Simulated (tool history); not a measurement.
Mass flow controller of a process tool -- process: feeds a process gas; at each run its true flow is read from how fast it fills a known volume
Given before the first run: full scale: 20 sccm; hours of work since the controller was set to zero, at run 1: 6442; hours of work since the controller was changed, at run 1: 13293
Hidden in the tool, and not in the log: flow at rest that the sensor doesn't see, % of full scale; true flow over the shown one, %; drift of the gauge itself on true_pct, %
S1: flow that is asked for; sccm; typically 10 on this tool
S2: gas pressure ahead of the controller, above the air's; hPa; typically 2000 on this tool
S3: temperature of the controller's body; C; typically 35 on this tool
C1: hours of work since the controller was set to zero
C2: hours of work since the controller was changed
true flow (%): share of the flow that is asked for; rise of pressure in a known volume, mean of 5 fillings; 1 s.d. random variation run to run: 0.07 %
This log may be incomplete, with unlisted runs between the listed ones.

run 1 hour=0.0 | S1=10 S2=2000 S3=35 | C1=6442 C2=13293 | true_flow_(%)=98.80
-- hour=314.5 controller's zero set anew
run 2 hour=431.0 | S1=10 S2=1560 S3=35 | C1=84 C2=13602 | true_flow_(%)=98.50
run 3 hour=734.6 | S1=10 S2=2000 S3=35 | C1=302 C2=13821 | true_flow_(%)=98.60
-- hour=913.6 controller exchanged for a calibrated one
run 4 hour=966.9 | S1=10 S2=2000 S3=27 | C1=38 C2=38 | true_flow_(%)=99.07
run 5 hour=1292.4 | S1=10 S2=2000 S3=27 | C1=272 C2=272 | true_flow_(%)=99.03
run 6 hour=1505.6 | S1=10 S2=2000 S3=36 | C1=425 C2=425 | true_flow_(%)=98.44
run 7 hour=1771.4 | S1=10 S2=2000 S3=35 | C1=616 C2=616 | true_flow_(%)=98.34
run 8 hour=1975.0 | S1=10 S2=2000 S3=35 | C1=763 C2=763 | true_flow_(%)=98.12
run 9 hour=2175.2 | S1=10 S2=2000 S3=35 | C1=907 C2=907 | true_flow_(%)=98.18
run 10 hour=2629.7 | S1=10 S2=2000 S3=35 | C1=1233 C2=1233 | true_flow_(%)=98.00
run 11 hour=2970.9 | S1=10 S2=2000 S3=35 | C1=1478 C2=1478 | true_flow_(%)=97.82
run 12 hour=3179.5 | S1=10 S2=2000 S3=27 | C1=1628 C2=1628 | true_flow_(%)=98.40
run 13 hour=3588.8 | S1=10 S2=2000 S3=27 | C1=1922 C2=1922 | true_flow_(%)=98.16
run 14 hour=4005.1 | S1=10 S2=2000 S3=27 | C1=2222 C2=2222 | true_flow_(%)=98.02
run 15 hour=4216.3 | S1=6 S2=2000 S3=35 | C1=2373 C2=2373 | true_flow_(%)=97.35
run 16 hour=4508.9 | S1=6 S2=2000 S3=35 | C1=2584 C2=2584 | true_flow_(%)=97.25
run 17 hour=4938.0 | S1=10 S2=2000 S3=35 | C1=2892 C2=2892 | true_flow_(%)=97.48
run 18 hour=5181.7 | S1=10 S2=2000 S3=35 | C1=3067 C2=3067 | true_flow_(%)=97.25
run 19 hour=5394.2 | S1=10 S2=2000 S3=35 | C1=3220 C2=3220 | true_flow_(%)=97.05
run 20 hour=5644.4 | S1=10 S2=2000 S3=35 | C1=3400 C2=3400 | true_flow_(%)=97.00
run 21 hour=6059.3 | S1=10 S2=2000 S3=29 | C1=3698 C2=3698 | true_flow_(%)=97.22
run 22 hour=6409.3 | S1=10 S2=2350 S3=32 | C1=3949 C2=3949 | true_flow_(%)=97.12
run 23 hour=6797.6 | S1=10 S2=2350 S3=32 | C1=4228 C2=4228 | true_flow_(%)=96.92
run 24 hour=7075.9 | S1=10 S2=2350 S3=32 | C1=4428 C2=4428 | true_flow_(%)=96.85
run 25 hour=7417.2 | S1=5 S2=1660 S3=23 | C1=4674 C2=4674 | true_flow_(%)=97.01
run 26 hour=7791.7 | S1=6 S2=1970 S3=35 | C1=4943 C2=4943 | true_flow_(%)=96.12
-- hour=8102.8 gauge calibrated
run 27 hour=8102.8 | S1=14 S2=1460 S3=35 | C1=5166 C2=5166 | true_flow_(%)=98.85
run 28 hour=8548.9 | S1=10 S2=2230 S3=35 | C1=5487 C2=5487 | true_flow_(%)=98.69
run 29 hour=8871.7 | S1=10 S2=1920 S3=24 | C1=5719 C2=5719 | true_flow_(%)=99.37
run 30 hour=9129.4 | S1=2 S2=2280 S3=29 | C1=5904 C2=5904 | true_flow_(%)=98.50
run 31 hour=9539.1 | S1=10 S2=2090 S3=20 | C1=6199 C2=6199 | true_flow_(%)=99.48
run 32 hour=9819.2 | S1=10 S2=2090 S3=20 | C1=6400 C2=6400 | true_flow_(%)=99.25
run 33 hour=10139.0 | S1=10 S2=2090 S3=20 | C1=6630 C2=6630 | true_flow_(%)=99.21
-- hour=10168.3 controller's zero set anew
run 34 hour=10575.1 | S1=14 S2=2090 S3=20 | C1=292 C2=6943 | true_flow_(%)=99.26
run 35 hour=10825.8 | S1=10 S2=2740 S3=21 | C1=473 C2=7123 | true_flow_(%)=99.09
run 36 hour=11239.0 | S1=10 S2=2740 S3=21 | C1=769 C2=7420 | true_flow_(%)=99.00
run 37 hour=11627.6 | S1=4 S2=1730 S3=34 | C1=1049 C2=7699 | true_flow_(%)=97.40
run 38 hour=11912.7 | S1=8 S2=2770 S3=20 | C1=1254 C2=7904 | true_flow_(%)=98.74
run 39 hour=12205.4 | S1=14 S2=2160 S3=24 | C1=1464 C2=8114 | true_flow_(%)=98.62
run 40 hour=12449.2 | S1=14 S2=2160 S3=24 | C1=1639 C2=8290 | true_flow_(%)=98.42
run 41 hour=12938.2 | S1=14 S2=2160 S3=24 | C1=1991 C2=8641 | true_flow_(%)=98.17
run 42 hour=13348.6 | S1=8 S2=1920 S3=27 | C1=2285 C2=8936 | true_flow_(%)=97.52

3 ways to go on from here, each from the tool as it stands after run 42. What would each give?
run A hour=13747.6 | S1=10 S2=1600 S3=35 | C1=2572 C2=9223 | true_flow_(%)=?
run B hour=13747.6 | S1=2 S2=1920 S3=27 | C1=2572 C2=9223 | true_flow_(%)=?
run C hour=13747.6 | S1=2 S2=1680 S3=32 | C1=2572 C2=9223 | true_flow_(%)=?

run=A true_flow_(%)=96.95
run=B true_flow_(%)=97.20
run=C true_flow_(%)=96.71
With the hidden condition removed and each run's random variation left untouched, the same runs would have given:
run=A true_flow_(%)=98.77
run=B true_flow_(%)=99.02
run=C true_flow_(%)=98.53
